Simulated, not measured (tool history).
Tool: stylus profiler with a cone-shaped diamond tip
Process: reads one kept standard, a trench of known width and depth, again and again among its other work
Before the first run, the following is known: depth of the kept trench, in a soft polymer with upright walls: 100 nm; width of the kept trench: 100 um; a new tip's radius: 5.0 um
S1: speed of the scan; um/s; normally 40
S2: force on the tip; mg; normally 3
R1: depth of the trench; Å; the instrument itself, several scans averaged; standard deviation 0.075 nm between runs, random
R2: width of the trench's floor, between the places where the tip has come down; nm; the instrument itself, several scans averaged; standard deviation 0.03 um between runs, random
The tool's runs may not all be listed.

| run | hour | S1 | S2 | R1 | R2 |
|---|---|---|---|---|---|
| 1 | 0 | 40 | 3 | 1020 | 97730 |
| 2 | 70.6 | 40 | 3 | 1021.6 | 97670 |
| 3 | 153.2 | 40 | 3 | 1021.3 | 97560 |
| 4 | 234.2 | 40 | 3 | 1020.9 | 97550 |
| 5 | 306.6 | 99 | 3 | 1022.4 | 97230 |
| 6 | 368.7 | 63 | 3 | 1021.7 | 97380 |
| 7 | 424.3 | 43 | 3 | 1022.6 | 97400 |
| 8 | 479.9 | 40 | 3 | 1022.6 | 97350 |
| 9 | 536.9 | 40 | 3.63 | 1024.8 | 97400 |
| 10 | 593 | 40 | 3.63 | 1025.4 | 97330 |
| 11 | 676.7 | 40 | 3.63 | 1024 | 97330 |
|  | 701.1 | new tip fitted, height scale calibrated |
| 12 | 762.8 | 40 | 3.63 | 1023.2 | 97810 |
| 13 | 800.6 | 40 | 3.63 | 1022.4 | 97770 |
| 14 | 876 | 40 | 3 | 1021 | 97720 |
| 15 | 934.1 | 40 | 1.3 | 1011.7 | 97550 |
| 16 | 991.2 | 40 | 1.3 | 1012.6 | 97530 |
| 17 | 1045.5 | 140 | 6.66 | 1034.1 | 97320 |
| 18 | 1122.7 | 20 | 3.05 | 1021.3 | 97630 |
| 19 | 1181.7 | 12 | 5.04 | 1029.3 | 97670 |
| 20 | 1259.5 | 21 | 5.83 | 1033.2 | 97610 |
| 21 | 1297.5 | 21 | 5.83 | 1033.3 | 97560 |
| 22 | 1380.3 | 21 | 5.83 | 1033 | 97470 |
| 23 | 1450.9 | 40 | 2.25 | 1018.2 | 97250 |
| 24 | 1523.7 | 40 | 2.25 | 1018.9 | 97290 |
| 25 | 1594.7 | 18 | 7.47 | 1039 | 97390 |
|  | 1612 | new tip fitted, height scale calibrated |
| 26 | 1656.6 | 145 | 2.53 | 1017.3 | 97190 |
| 27 | 1696.6 | 58 | 5.54 | 1030 | 97720 |
| 28 | 1767.9 | 19 | 5.54 | 1029.6 | 97800 |
| 29 | 1830.1 | 19 | 5.54 | 1028.1 | 97730 |
| 30 | 1904.6 | 62 | 2.95 | 1020.7 | 97440 |
| 31 | 1951.1 | 117 | 7.28 | 1036 | 97320 |
| 32 | 1988.3 | 117 | 7.28 | 1038.3 | 97320 |

Alternative continuations, all from the tool just after run 32; predict every row:
| A | 2041.1 | 26 | 7.28 | ? | ? |
| B | 2041.1 | 15 | 3 | ? | ? |
| C | 2041.1 | 31 | 2.57 | ? | ? |
| D | 2041.1 | 14 | 4.03 | ? | ? |
| E | 2041.1 | 62 | 5.88 | ? | ? |

| run | R1 | R2 |
|---|---|---|
| A | 1036.7 | 97590 |
| B | 1022 | 97610 |
| C | 1020.2 | 97530 |
| D | 1025.6 | 97600 |
| E | 1033.5 | 97430 |
The same runs, with their run-to-run variation unchanged, on a tool lacking any hidden condition would have given:
| run | R1 | R2 |
|---|---|---|
| A | 1035.2 | 97910 |
| B | 1020.4 | 97930 |
| C | 1018.7 | 97860 |
| D | 1024 | 97930 |
| E | 1031.9 | 97750 |

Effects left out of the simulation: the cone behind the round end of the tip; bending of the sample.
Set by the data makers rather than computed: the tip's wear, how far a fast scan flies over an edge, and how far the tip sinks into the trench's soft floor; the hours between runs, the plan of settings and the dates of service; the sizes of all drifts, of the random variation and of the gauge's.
